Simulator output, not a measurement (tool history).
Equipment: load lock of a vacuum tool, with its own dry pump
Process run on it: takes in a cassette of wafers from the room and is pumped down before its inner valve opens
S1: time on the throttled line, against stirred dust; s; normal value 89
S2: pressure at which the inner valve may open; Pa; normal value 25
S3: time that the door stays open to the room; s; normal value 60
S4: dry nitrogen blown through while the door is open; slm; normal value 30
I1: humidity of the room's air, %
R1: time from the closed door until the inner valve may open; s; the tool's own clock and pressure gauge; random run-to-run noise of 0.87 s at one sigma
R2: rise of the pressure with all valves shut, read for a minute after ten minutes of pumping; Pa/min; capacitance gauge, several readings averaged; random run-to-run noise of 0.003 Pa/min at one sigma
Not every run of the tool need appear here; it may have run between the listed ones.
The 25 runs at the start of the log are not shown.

Run 26, hour 5580.9: usual settings but S1 73 s, S2 21 Pa, S3 127 s, S4 19 slm; I1 46.8. Result: R1 146.8 s, R2 0.67 Pa/min.
Run 27, hour 5794.3: usual settings but S1 79 s, S4 21 slm; I1 49.6. Result: R1 148.6 s, R2 0.651 Pa/min.
Run 28, hour 5963.6: usual settings but S1 68 s, S4 21 slm; I1 46.1. Result: R1 142.9 s, R2 0.683 Pa/min.
Run 29, hour 6212.5: usual settings but S1 68 s, S4 21 slm; I1 46.5. Result: R1 143.6 s, R2 0.684 Pa/min.
Run 30, hour 6495.5: usual settings but S1 62 s, S2 39 Pa; I1 44. Result: R1 133.4 s, R2 0.723 Pa/min.
Run 31, hour 6787.8: usual settings but S2 40 Pa, S4 29 slm; I1 43.8. Result: R1 155.7 s, R2 0.76 Pa/min.
Run 32, hour 6964.8: usual settings but S1 130 s, S4 11 slm; I1 46.7. Result: R1 191.9 s, R2 0.806 Pa/min.
Run 33, hour 7227: usual settings but S1 130 s, S4 11 slm; I1 41.9. Result: R1 191.1 s, R2 0.817 Pa/min.
At hour 7248: door's seal changed, seat wiped.
Run 34, hour 7359: usual settings but S1 132 s, S4 10 slm; I1 46.3. Result: R1 193.5 s, R2 0.061 Pa/min.
Run 35, hour 7639.3: usual settings but S1 77 s, S2 24 Pa, S3 36 s, S4 5 slm; I1 42.6. Result: R1 150 s, R2 0.057 Pa/min.
Run 36, hour 7853.9: usual settings but S1 58 s, S3 117 s; I1 44.1. Result: R1 136.8 s, R2 0.066 Pa/min.
Run 37, hour 8006.1: usual settings but S1 58 s, S4 8 slm; I1 46.6. Result: R1 136.4 s, R2 0.085 Pa/min.

Here are 3 independent what-if runs from the current tool condition. What would each one return?
Run A, hour 8151.7: usual settings but S2 28 Pa; I1 43.6. Result: R1 ?, R2 ?.
Run B, hour 8151.7: usual settings but S1 52 s, S3 135 s, S4 10 slm; I1 44.9. Result: R1 ?, R2 ?.
Run C, hour 8151.7: usual settings but S1 62 s, S2 31 Pa, S4 8 slm; I1 41.7. Result: R1 ?, R2 ?.

run     R1     R2
  A  158.3  0.055
  B  133.7  0.123
  C  137.6   0.08
What these runs would have given with no unlogged condition in the tool:
run     R1     R2
  A    147  0.035
  B  120.6  0.102
  C  125.6  0.058
